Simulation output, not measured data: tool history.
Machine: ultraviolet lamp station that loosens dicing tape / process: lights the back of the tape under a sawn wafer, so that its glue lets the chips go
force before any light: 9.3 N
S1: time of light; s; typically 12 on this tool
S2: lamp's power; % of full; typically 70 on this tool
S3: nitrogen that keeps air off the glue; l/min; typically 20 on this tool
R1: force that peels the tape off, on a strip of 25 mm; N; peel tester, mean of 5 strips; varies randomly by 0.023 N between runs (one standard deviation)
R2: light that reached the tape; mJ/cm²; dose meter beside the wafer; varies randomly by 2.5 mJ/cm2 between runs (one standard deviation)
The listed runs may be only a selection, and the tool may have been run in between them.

Run 1, hour 0.0: usual settings. Result: R1 1.105 N, R2 294 mJ/cm².
Run 2, hour 40.1: usual settings. Result: R1 1.077 N, R2 293 mJ/cm².
Run 3, hour 82.9: usual settings. Result: R1 1.161 N, R2 296 mJ/cm².
Run 4, hour 147.6: usual settings. Result: R1 1.121 N, R2 297 mJ/cm².
Run 5, hour 211.1: usual settings but S2 69 % of full. Result: R1 1.135 N, R2 288 mJ/cm².
Run 6, hour 274.8: usual settings but S2 69 % of full. Result: R1 1.183 N, R2 292 mJ/cm².
Run 7, hour 352.3: usual settings but S2 69 % of full. Result: R1 1.166 N, R2 295 mJ/cm².
Run 8, hour 386.8: usual settings but S1 21 s, S2 97 % of full, S3 25 l/min. Result: R1 0.231 N, R2 720 mJ/cm².
Run 9, hour 429.1: usual settings but S1 7 s, S2 80 % of full, S3 34 l/min. Result: R1 1.608 N, R2 202 mJ/cm².
Run 10, hour 510.6: usual settings but S1 7 s, S2 71 % of full, S3 25 l/min. Result: R1 2.214 N, R2 177 mJ/cm².
Run 11, hour 583.6: usual settings but S1 9 s, S3 17 l/min. Result: R1 1.968 N, R2 224 mJ/cm².
Run 12, hour 630.8: usual settings but S3 13 l/min. Result: R1 1.492 N, R2 297 mJ/cm².
Run 13, hour 703.9: usual settings but S3 13 l/min. Result: R1 1.512 N, R2 291 mJ/cm².

Consider 4 possible next runs. They are alternatives, not a sequence: every one starts from the tool as it was left by run 13. What does each give?
Run A, hour 785.1: usual settings but S1 10 s, S2 91 % of full. Result: R1 ?, R2 ?.
Run B, hour 785.1: usual settings but S2 77 % of full, S3 7 l/min. Result: R1 ?, R2 ?.
Run C, hour 785.1: usual settings but S1 7 s, S2 66 % of full, S3 32 l/min. Result: R1 ?, R2 ?.
Run D, hour 785.1: usual settings but S3 32 l/min. Result: R1 ?, R2 ?.

run     R1   R2
  A  0.981  327
  B  2.007  321
  C  2.249  161
  D  0.781  296
Take away the tool's hidden state, keep each run's random variation, and the runs would have read:
run     R1   R2
  A  0.976  328
  B  2.000  322
  C  2.241  161
  D  0.777  297

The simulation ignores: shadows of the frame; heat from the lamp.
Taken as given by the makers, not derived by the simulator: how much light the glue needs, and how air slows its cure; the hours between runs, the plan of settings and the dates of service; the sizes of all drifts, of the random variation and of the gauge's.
